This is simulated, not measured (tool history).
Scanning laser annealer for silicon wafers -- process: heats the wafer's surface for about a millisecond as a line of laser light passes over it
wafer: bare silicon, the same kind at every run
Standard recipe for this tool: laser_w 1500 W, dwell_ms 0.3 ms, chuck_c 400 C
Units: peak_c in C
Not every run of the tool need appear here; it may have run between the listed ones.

Run 1, day 0: usual settings. Result: peak_c 1216 C.
Run 2, day 0.521: usual settings. Result: peak_c 1212 C.
Run 3, day 1.133: usual settings but laser_w 1393 W. Result: peak_c 1148 C.
Run 4, day 1.85: usual settings but laser_w 1393 W. Result: peak_c 1150 C.
Run 5, day 2.575: usual settings but laser_w 1393 W. Result: peak_c 1152 C.
Run 6, day 3.208: usual settings but chuck_c 366 C. Result: peak_c 1184 C.
Run 7, day 3.562: usual settings but chuck_c 366 C. Result: peak_c 1180 C.
Run 8, day 3.938: usual settings but chuck_c 366 C. Result: peak_c 1182 C.
Run 9, day 4.625: usual settings but chuck_c 366 C. Result: peak_c 1183 C.
Run 10, day 5.033: usual settings but chuck_c 366 C. Result: peak_c 1182 C.
Run 11, day 5.629: usual settings but chuck_c 366 C. Result: peak_c 1182 C.
Run 12, day 6.158: usual settings but chuck_c 366 C. Result: peak_c 1181 C.
Run 13, day 6.629: usual settings but chuck_c 366 C. Result: peak_c 1179 C.
Run 14, day 7.279: usual settings but chuck_c 366 C. Result: peak_c 1179 C.
Run 15, day 7.983: usual settings but chuck_c 366 C. Result: peak_c 1182 C.
Run 16, day 8.746: usual settings but chuck_c 366 C. Result: peak_c 1184 C.
Run 17, day 9.312: usual settings but laser_w 1333 W, dwell_ms 0.321 ms, chuck_c 372 C. Result: peak_c 1112 C.
Run 18, day 9.946: usual settings but laser_w 1376 W, dwell_ms 0.222 ms, chuck_c 429 C. Result: peak_c 1070 C.
Run 19, day 10.375: usual settings but laser_w 1473 W. Result: peak_c 1200 C.
Run 20, day 11.138: usual settings but laser_w 1397 W, dwell_ms 0.376 ms, chuck_c 427 C. Result: peak_c 1270 C.
Run 21, day 11.879: usual settings but laser_w 1397 W, dwell_ms 0.376 ms, chuck_c 427 C. Result: peak_c 1269 C.
Run 22, day 12.358: usual settings but laser_w 1309 W, dwell_ms 0.265 ms, chuck_c 408 C. Result: peak_c 1070 C.
Run 23, day 13.158: usual settings but laser_w 1388 W, dwell_ms 0.265 ms, chuck_c 421 C. Result: peak_c 1128 C.
Run 24, day 13.642: usual settings but laser_w 1388 W, dwell_ms 0.265 ms, chuck_c 421 C. Result: peak_c 1127 C.
Run 25, day 14.179: usual settings but laser_w 1388 W, dwell_ms 0.265 ms, chuck_c 421 C. Result: peak_c 1128 C.
Run 26, day 14.758: usual settings but laser_w 1296 W, dwell_ms 0.246 ms, chuck_c 407 C. Result: peak_c 1035 C.
Run 27, day 15.158: usual settings but laser_w 1521 W, dwell_ms 0.351 ms, chuck_c 393 C. Result: peak_c 1291 C.
Run 28, day 16.029: usual settings but dwell_ms 0.362 ms, chuck_c 399 C. Result: peak_c 1294 C.
Run 29, day 16.771: usual settings but dwell_ms 0.362 ms, chuck_c 399 C. Result: peak_c 1299 C.

Taken out of this log: 1 entry between the listed runs. Where each belongs, and how the hidden state differs across it:
Runs 22 to 23: window over the wafer cleaned (day 12.762)
  light that passes the window, % of a clean one's: 99.82 -> 99.99
